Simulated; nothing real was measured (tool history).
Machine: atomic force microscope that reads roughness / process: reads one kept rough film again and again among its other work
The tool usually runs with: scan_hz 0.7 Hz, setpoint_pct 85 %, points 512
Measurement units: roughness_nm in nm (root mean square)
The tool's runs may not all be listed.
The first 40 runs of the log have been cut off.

{"run": 41, "hour": 321.8, "scan_hz": 2.283, "setpoint_pct": 67, "points": 982, "roughness_nm": 0.927}
{"run": 42, "hour": 330.3, "scan_hz": 1.183, "setpoint_pct": 73, "points": 770, "roughness_nm": 0.942}
{"run": 43, "hour": 341.5, "scan_hz": 1.183, "setpoint_pct": 73, "points": 770, "roughness_nm": 0.947}
{"run": 44, "hour": 350.5, "scan_hz": 0.7, "setpoint_pct": 63, "points": 451, "roughness_nm": 0.979}
{"run": 45, "hour": 355.3, "scan_hz": 0.7, "setpoint_pct": 63, "points": 451, "roughness_nm": 0.981}
{"run": 46, "hour": 361.1, "scan_hz": 0.7, "setpoint_pct": 77, "points": 756, "roughness_nm": 0.958}
{"run": 47, "hour": 366.3, "scan_hz": 0.7, "setpoint_pct": 62, "points": 1011, "roughness_nm": 0.98}
{"run": 48, "hour": 376.0, "scan_hz": 0.7, "setpoint_pct": 55, "points": 423, "roughness_nm": 0.984}

Predict the results of run 49:
{"run": 49, "hour": 384.0, "scan_hz": 2.627, "setpoint_pct": 61, "points": 292, "roughness_nm": "?"}

Run 49 gave roughness_nm 0.941 nm (root mean square).
Without the tool's hidden state the same run would have given roughness_nm 0.942 nm (root mean square).
